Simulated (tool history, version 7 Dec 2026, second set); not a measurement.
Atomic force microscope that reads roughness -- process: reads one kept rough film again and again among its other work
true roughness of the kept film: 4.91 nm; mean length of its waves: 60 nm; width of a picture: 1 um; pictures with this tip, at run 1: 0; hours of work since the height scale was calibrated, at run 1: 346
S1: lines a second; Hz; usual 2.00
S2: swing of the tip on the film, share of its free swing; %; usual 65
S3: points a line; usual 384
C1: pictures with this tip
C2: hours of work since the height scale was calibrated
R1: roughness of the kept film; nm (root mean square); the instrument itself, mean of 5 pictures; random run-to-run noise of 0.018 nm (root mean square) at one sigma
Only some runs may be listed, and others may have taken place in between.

run	hour	S1	S2	S3	C1	C2	R1
1	0.0	2.00	65	384	0	346	4.236
2	20.1	2.00	65	384	27	358	4.114
3	32.1	2.00	65	384	43	365	4.022
4	43.4	2.00	65	384	59	372	3.976
5	57.2	2.00	65	384	77	380	3.892
6	74.7	2.00	65	384	101	390	3.823
7	87.0	2.00	65	867	118	398	3.757
# hour 90.5: new tip fitted
8	98.4	2.00	88	384	11	404	3.550
9	109.8	2.00	63	384	26	411	4.155
10	121.8	2.00	63	384	42	418	4.122
11	143.8	2.00	63	384	72	431	3.953
12	155.9	2.00	63	384	89	438	3.893
13	170.0	2.00	63	384	108	447	3.858
# hour 180.2: new tip fitted
14	182.4	2.00	63	384	3	454	4.265
15	204.8	2.00	63	384	34	467	4.079
16	215.6	2.00	66	384	48	474	3.970
17	224.8	0.94	65	384	61	479	4.160
18	242.6	0.94	65	384	85	490	4.008
19	254.5	0.94	65	384	101	497	3.984
# hour 270.0: new tip fitted
20	271.4	0.94	65	384	2	507	4.401
21	281.0	0.94	65	384	15	512	4.357
22	300.1	2.75	65	384	41	524	3.936
23	317.2	2.75	65	384	64	534	3.832
24	336.3	2.00	65	384	90	545	3.854
25	354.3	2.00	65	384	115	556	3.775
# hour 358.3: new tip fitted
26	364.3	2.00	65	384	8	562	4.164
27	374.0	2.00	65	384	21	567	4.096
28	392.2	2.00	65	384	46	578	4.009
29	402.3	2.81	65	306	59	584	3.821
30	423.1	3.39	89	384	88	597	2.747
31	438.4	2.83	65	384	108	606	3.666
# hour 448.3: new tip fitted
32	461.3	2.23	65	534	18	619	4.111
33	480.5	2.23	65	534	44	630	3.976
34	500.0	0.85	68	750	70	642	4.073
35	518.4	2.70	89	383	95	653	2.926
36	534.4	1.72	65	384	117	663	3.794
# hour 538.1: new tip fitted
37	552.3	2.16	65	927	19	673	4.078
38	567.2	2.00	63	565	39	682	4.062
39	584.6	0.97	65	384	63	692	4.107
40	595.7	0.97	65	384	78	699	4.085
41	611.5	0.97	65	384	99	708	3.940
42	625.1	2.77	65	384	118	716	3.632
# hour 627.0: new tip fitted
43	636.5	1.47	57	384	13	723	4.319
44	650.6	1.47	57	384	32	731	4.249
45	664.2	0.87	58	893	50	739	4.227
46	678.3	1.23	73	303	69	748	3.895
47	693.1	0.57	84	384	89	757	3.905
48	709.1	2.73	65	384	111	766	3.643
# hour 716.9: new tip fitted
49	727.0	0.61	55	384	14	776	4.429
50	740.8	1.94	81	452	33	785	3.644
51	751.3	1.94	81	452	47	791	3.613
52	763.2	2.00	65	282	63	798	3.969
53	781.6	0.78	89	894	88	809	3.745
54	800.1	2.35	73	282	113	820	3.499

Here are 3 independent what-if runs from the current tool condition. What would each one return?
# hour 806.8: new tip fitted
A	819.7	2.05	71	854	18	831	?
# hour 806.8: new tip fitted
B	819.7	2.00	70	503	18	831	?
# hour 806.8: new tip fitted
C	819.7	1.59	60	1015	18	831	?

run	R1
A	3.977
B	3.979
C	4.261
Without the tool's unlogged condition, the same runs would have read:
run	R1
A	4.143
B	4.145
C	4.438
